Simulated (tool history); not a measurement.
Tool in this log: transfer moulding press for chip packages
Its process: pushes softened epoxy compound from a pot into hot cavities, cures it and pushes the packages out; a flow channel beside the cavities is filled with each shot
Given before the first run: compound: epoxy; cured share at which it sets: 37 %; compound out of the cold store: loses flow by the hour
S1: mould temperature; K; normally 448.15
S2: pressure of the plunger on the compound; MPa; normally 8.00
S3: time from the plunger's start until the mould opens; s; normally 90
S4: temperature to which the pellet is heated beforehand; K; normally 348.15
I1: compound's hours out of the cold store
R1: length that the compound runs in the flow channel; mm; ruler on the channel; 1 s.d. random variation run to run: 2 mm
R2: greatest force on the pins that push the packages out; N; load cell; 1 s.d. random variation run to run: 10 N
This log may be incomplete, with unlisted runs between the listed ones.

| run | day | S1 | S2 | S3 | S4 | I1 | R1 | R2 |
|---|---|---|---|---|---|---|---|---|
| 1 | 0.000 | 448.15 | 8.00 | 90 | 348.15 | 16.1 | 583 | 689 |
| 2 | 1.117 | 453.15 | 8.00 | 90 | 348.15 | 34.0 | 528 | 880 |
|  | 2.204 | cavities cleaned with cleaning compound and waxed |
| 3 | 2.229 | 453.15 | 8.00 | 90 | 348.15 | 32.4 | 533 | 464 |
| 4 | 3.988 | 453.15 | 8.00 | 90 | 348.15 | 37.0 | 518 | 915 |
|  | 4.850 | cavities cleaned with cleaning compound and waxed |
| 5 | 5.708 | 453.15 | 8.00 | 90 | 348.15 | 33.1 | 519 | 829 |
|  | 6.667 | mould's thermocouples calibrated |
| 6 | 7.288 | 453.15 | 9.45 | 90 | 348.15 | 8.9 | 618 | 1016 |
|  | 7.575 | cavities cleaned with cleaning compound and waxed |
| 7 | 8.117 | 453.15 | 9.45 | 127 | 348.15 | 37.0 | 546 | 655 |
| 8 | 9.583 | 448.15 | 8.00 | 90 | 348.15 | 15.3 | 560 | 1014 |
|  | 10.258 | cavities cleaned with cleaning compound and waxed |
| 9 | 10.746 | 448.15 | 8.00 | 90 | 348.15 | 35.4 | 509 | 714 |
|  | 11.717 | plunger's sealing rings changed |
| 10 | 11.717 | 448.15 | 8.00 | 90 | 348.15 | 30.9 | 565 | 918 |
|  | 13.046 | cavities cleaned with cleaning compound and waxed |
| 11 | 13.117 | 452.15 | 8.00 | 90 | 348.15 | 35.9 | 535 | 516 |
| 12 | 14.596 | 452.15 | 8.00 | 90 | 348.15 | 24.2 | 559 | 902 |
|  | 15.721 | cavities cleaned with cleaning compound and waxed |
| 13 | 16.279 | 452.15 | 8.00 | 90 | 348.15 | 44.9 | 515 | 718 |
| 14 | 17.192 | 452.15 | 8.00 | 90 | 348.15 | 12.9 | 579 | 896 |
|  | 18.408 | cavities cleaned with cleaning compound and waxed |
| 15 | 18.408 | 451.15 | 8.73 | 90 | 348.15 | 19.2 | 588 | 470 |
| 16 | 19.275 | 448.15 | 8.00 | 102 | 348.15 | 21.4 | 565 | 787 |
|  | 21.025 | cavities cleaned with cleaning compound and waxed |
| 17 | 21.150 | 450.15 | 8.05 | 102 | 352.15 | 11.4 | 578 | 541 |
| 18 | 22.604 | 450.15 | 8.05 | 102 | 352.15 | 37.8 | 516 | 917 |
|  | 23.667 | cavities cleaned with cleaning compound and waxed |
| 19 | 24.458 | 450.15 | 8.05 | 102 | 352.15 | 15.9 | 560 | 786 |
| 20 | 26.071 | 446.15 | 8.20 | 102 | 352.15 | 40.8 | 513 | 1012 |
|  | 26.288 | cavities cleaned with cleaning compound and waxed |
| 21 | 27.392 | 441.15 | 6.07 | 78 | 349.15 | 14.5 | 504 | 1695 |
|  | 27.654 | plunger's sealing rings changed |
| 22 | 28.446 | 441.15 | 6.07 | 78 | 349.15 | 47.9 | 475 | 1758 |
|  | 29.046 | cavities cleaned with cleaning compound and waxed |
| 23 | 29.333 | 441.15 | 8.60 | 86 | 348.15 | 8.7 | 657 | 1007 |
| 24 | 31.012 | 448.15 | 9.28 | 85 | 348.15 | 35.4 | 587 | 1067 |
|  | 31.683 | cavities cleaned with cleaning compound and waxed |
| 25 | 32.646 | 448.15 | 9.28 | 85 | 348.15 | 22.4 | 611 | 940 |
|  | 34.358 | cavities cleaned with cleaning compound and waxed |
| 26 | 34.479 | 448.15 | 7.32 | 90 | 344.15 | 23.3 | 538 | 551 |
| 27 | 35.646 | 448.15 | 7.32 | 90 | 344.15 | 44.8 | 492 | 889 |
|  | 37.071 | cavities cleaned with cleaning compound and waxed |
| 28 | 37.146 | 448.15 | 7.32 | 90 | 344.15 | 15.2 | 547 | 556 |

Below are 4 alternative next runs, each starting from the tool's condition after run 28. Predict each:
| A | 38.729 | 450.15 | 7.32 | 90 | 344.15 | 27.7 | ? | ? |
| B | 38.729 | 447.15 | 8.00 | 90 | 347.15 | 31.7 | ? | ? |
| C | 38.729 | 448.15 | 7.17 | 90 | 341.15 | 46.7 | ? | ? |
| D | 38.729 | 448.15 | 6.81 | 70 | 348.15 | 13.7 | ? | ? |

| run | R1 | R2 |
|---|---|---|
| A | 514 | 944 |
| B | 536 | 998 |
| C | 472 | 991 |
| D | 526 | 1410 |
Stripped of hidden state, with their random variation kept, the same runs would have yielded:
| run | R1 | R2 |
|---|---|---|
| A | 543 | 458 |
| B | 566 | 482 |
| C | 499 | 482 |
| D | 556 | 663 |
